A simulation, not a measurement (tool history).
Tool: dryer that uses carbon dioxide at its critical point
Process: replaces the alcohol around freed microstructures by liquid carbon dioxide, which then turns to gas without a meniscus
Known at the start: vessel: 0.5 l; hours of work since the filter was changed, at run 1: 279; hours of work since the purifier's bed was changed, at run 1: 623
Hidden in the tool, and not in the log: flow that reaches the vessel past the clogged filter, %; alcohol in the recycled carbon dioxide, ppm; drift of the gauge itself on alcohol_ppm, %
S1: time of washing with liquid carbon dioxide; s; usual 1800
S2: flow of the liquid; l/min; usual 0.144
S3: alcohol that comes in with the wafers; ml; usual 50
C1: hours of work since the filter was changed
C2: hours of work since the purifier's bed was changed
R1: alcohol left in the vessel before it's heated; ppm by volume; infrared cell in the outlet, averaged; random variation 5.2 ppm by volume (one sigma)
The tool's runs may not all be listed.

Run 1, hour 0.0: usual settings; C1 279; C2 623. Result: R1 258 ppm by volume.
Run 2, hour 22.3: usual settings; C1 292; C2 636. Result: R1 257 ppm by volume.
Run 3, hour 48.7: usual settings; C1 308; C2 652. Result: R1 280 ppm by volume.
Run 4, hour 85.9: usual settings; C1 330; C2 674. Result: R1 268 ppm by volume.
At hour 109.1: inlet filter changed.
Run 5, hour 116.2: usual settings; C1 4; C2 692. Result: R1 225 ppm by volume.
Run 6, hour 141.7: usual settings but S1 1560 s; C1 19; C2 707. Result: R1 371 ppm by volume.
Run 7, hour 181.9: usual settings but S1 1560 s; C1 43; C2 731. Result: R1 390 ppm by volume.
Run 8, hour 217.1: usual settings but S1 1560 s; C1 65; C2 752. Result: R1 421 ppm by volume.
Run 9, hour 261.1: usual settings but S1 1560 s; C1 91; C2 778. Result: R1 403 ppm by volume.
Run 10, hour 296.6: usual settings but S1 1140 s; C1 112; C2 800. Result: R1 1527 ppm by volume.
Run 11, hour 317.5: usual settings but S1 2220 s; C1 124; C2 812. Result: R1 159 ppm by volume.
Run 12, hour 341.8: usual settings but S1 2220 s; C1 139; C2 826. Result: R1 166 ppm by volume.
Run 13, hour 364.4: usual settings but S1 2220 s; C1 152; C2 840. Result: R1 161 ppm by volume.
Run 14, hour 411.1: usual settings; C1 180; C2 868. Result: R1 267 ppm by volume.
Run 15, hour 452.2: usual settings; C1 205; C2 892. Result: R1 286 ppm by volume.
Run 16, hour 486.6: usual settings; C1 225; C2 913. Result: R1 285 ppm by volume.
Run 17, hour 520.8: usual settings; C1 246; C2 933. Result: R1 307 ppm by volume.
Run 18, hour 551.5: usual settings; C1 264; C2 952. Result: R1 297 ppm by volume.
Run 19, hour 571.3: usual settings; C1 276; C2 964. Result: R1 301 ppm by volume.
Run 20, hour 611.2: usual settings; C1 300; C2 987. Result: R1 325 ppm by volume.
Run 21, hour 649.3: usual settings; C1 323; C2 1010. Result: R1 321 ppm by volume.
At hour 683.5: inlet filter changed.
Run 22, hour 689.2: usual settings; C1 3; C2 1033. Result: R1 279 ppm by volume.
Run 23, hour 719.1: usual settings; C1 21; C2 1051. Result: R1 274 ppm by volume.
Run 24, hour 752.1: usual settings; C1 41; C2 1071. Result: R1 278 ppm by volume.
Run 25, hour 772.9: usual settings; C1 53; C2 1083. Result: R1 290 ppm by volume.
Run 26, hour 804.0: usual settings but S2 0.088 l/min; C1 72; C2 1102. Result: R1 1697 ppm by volume.
Run 27, hour 833.8: usual settings but S1 1380 s, S2 0.152 l/min, S3 115 ml; C1 90; C2 1120. Result: R1 1168 ppm by volume.
At hour 861.0: purifier's bed changed.
Run 28, hour 863.2: usual settings but S1 1620 s, S3 32 ml; C1 106; C2 1. Result: R1 162 ppm by volume.
Run 29, hour 901.9: usual settings but S1 1620 s, S3 32 ml; C1 129; C2 24. Result: R1 169 ppm by volume.
Run 30, hour 940.5: usual settings but S1 1620 s, S3 32 ml; C1 152; C2 47. Result: R1 172 ppm by volume.
Run 31, hour 961.5: usual settings but S1 1620 s, S3 40 ml; C1 164; C2 60. Result: R1 213 ppm by volume.
Run 32, hour 1004.1: usual settings but S2 0.202 l/min, S3 79 ml; C1 190; C2 85. Result: R1 40 ppm by volume.
Run 33, hour 1042.0: usual settings but S2 0.202 l/min, S3 79 ml; C1 212; C2 108. Result: R1 38 ppm by volume.
Run 34, hour 1067.9: usual settings but S2 0.202 l/min, S3 79 ml; C1 228; C2 124. Result: R1 42 ppm by volume.
Run 35, hour 1104.4: usual settings but S2 0.202 l/min, S3 79 ml; C1 250; C2 145. Result: R1 48 ppm by volume.
Run 36, hour 1130.6: usual settings but S1 1440 s; C1 265; C2 161. Result: R1 597 ppm by volume.
Run 37, hour 1156.9: usual settings but S1 2760 s, S2 0.130 l/min, S3 103 ml; C1 281; C2 177. Result: R1 58 ppm by volume.
Run 38, hour 1178.6: usual settings but S1 2760 s, S2 0.130 l/min, S3 40 ml; C1 294; C2 190. Result: R1 60 ppm by volume.
Run 39, hour 1217.3: usual settings but S1 1560 s, S2 0.121 l/min, S3 49 ml; C1 317; C2 213. Result: R1 935 ppm by volume.
Run 40, hour 1246.4: usual settings but S1 1860 s, S2 0.226 l/min, S3 25 ml; C1 334; C2 230. Result: R1 40 ppm by volume.
At hour 1263.8: inlet filter changed.
Run 41, hour 1267.5: usual settings but S1 1140 s, S2 0.171 l/min; C1 2; C2 242. Result: R1 602 ppm by volume.
Run 42, hour 1298.4: usual settings but S1 1140 s, S2 0.171 l/min; C1 21; C2 261. Result: R1 629 ppm by volume.
Run 43, hour 1344.4: usual settings but S2 0.204 l/min, S3 78 ml; C1 48; C2 288. Result: R1 64 ppm by volume.
Run 44, hour 1390.0: usual settings but S2 0.204 l/min, S3 78 ml; C1 75; C2 315. Result: R1 69 ppm by volume.
Run 45, hour 1433.1: usual settings but S1 1260 s, S2 0.101 l/min, S3 45 ml; C1 101; C2 341. Result: R1 3250 ppm by volume.
Run 46, hour 1459.8: usual settings but S1 1380 s; C1 117; C2 357. Result: R1 618 ppm by volume.

Forecast each of these 3 alternatives for the next run:
Run A, hour 1497.4: usual settings but S1 1140 s, S2 0.087 l/min; C1 139; C2 379. Result: R1 ?.
Run B, hour 1497.4: usual settings but S1 1140 s, S2 0.115 l/min; C1 139; C2 379. Result: R1 ?.
Run C, hour 1497.4: usual settings but S1 1380 s, S2 0.122 l/min, S3 33 ml; C1 139; C2 379. Result: R1 ?.

run    R1
  A  7606
  B  3361
  C   897
Without the tool's hidden state the same runs would have given:
run    R1
  A  6925
  B  2950
  C   724
